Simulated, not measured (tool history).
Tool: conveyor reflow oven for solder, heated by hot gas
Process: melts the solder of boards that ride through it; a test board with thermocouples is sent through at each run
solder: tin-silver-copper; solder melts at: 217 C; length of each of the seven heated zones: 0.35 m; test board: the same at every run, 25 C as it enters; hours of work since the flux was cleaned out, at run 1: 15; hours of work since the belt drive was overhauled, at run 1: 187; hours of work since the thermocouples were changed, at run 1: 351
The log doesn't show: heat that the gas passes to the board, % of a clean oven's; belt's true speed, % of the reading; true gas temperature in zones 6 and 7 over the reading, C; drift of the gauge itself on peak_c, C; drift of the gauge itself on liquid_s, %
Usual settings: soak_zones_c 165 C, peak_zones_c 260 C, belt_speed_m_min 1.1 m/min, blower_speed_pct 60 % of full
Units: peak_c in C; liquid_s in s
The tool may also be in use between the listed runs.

run  hour  soak_zones_c  peak_zones_c  belt_speed_m_min  blower_speed_pct  hours of work since the flux was cleaned out  hours of work since the belt drive was overhauled  hours of work since the thermocouples were changed  peak_c  liquid_s
  1     0           165           260               1.1                60                                            15                                                187                                                 351   239.4      20.3
  2     6           178           260               1.1                60                                            19                                                191                                                 355   242.1      24.1
  3  14.4           178           260               1.1                60                                            25                                                196                                                 361   242.1      24.6
  4  23.8           178           260               1.1                60                                            31                                                203                                                 367   242.2      24.3
  5  31.7           165           261               1.1                60                                            37                                                208                                                 373   239.8      21.1
  6  38.9           165           261               1.1                60                                            41                                                213                                                 378   240.2        21
  7  47.9           162           262              1.17                53                                            48                                                219                                                 384   234.1      15.2
  8    55           162           262              1.17                53                                            53                                                224                                                 389   234.3      15.1
  9  62.5           173           260               1.1                55                                            58                                                229                                                 394     239      21.5
 10    68           165           260              1.13                58                                            61                                                233                                                 398   237.2      18.6
 11  73.8           165           260              1.13                58                                            65                                                237                                                 402   237.1      18.6

Measured less the same run without the tool's hidden state. The same run-to-run variation is in both; the gauge's scatter may not be:
run  peak_c  liquid_s
  1    +0.6      +0.4
  2    +0.7      +0.4
  3    +0.7      +0.4
  4    +0.6      +0.4
  5    +0.6      +0.4
  6    +0.6      +0.5
  7    +0.6      +0.5
  8    +0.6      +0.4
  9    +0.7      +0.4
 10    +0.7      +0.4
 11    +0.7      +0.5
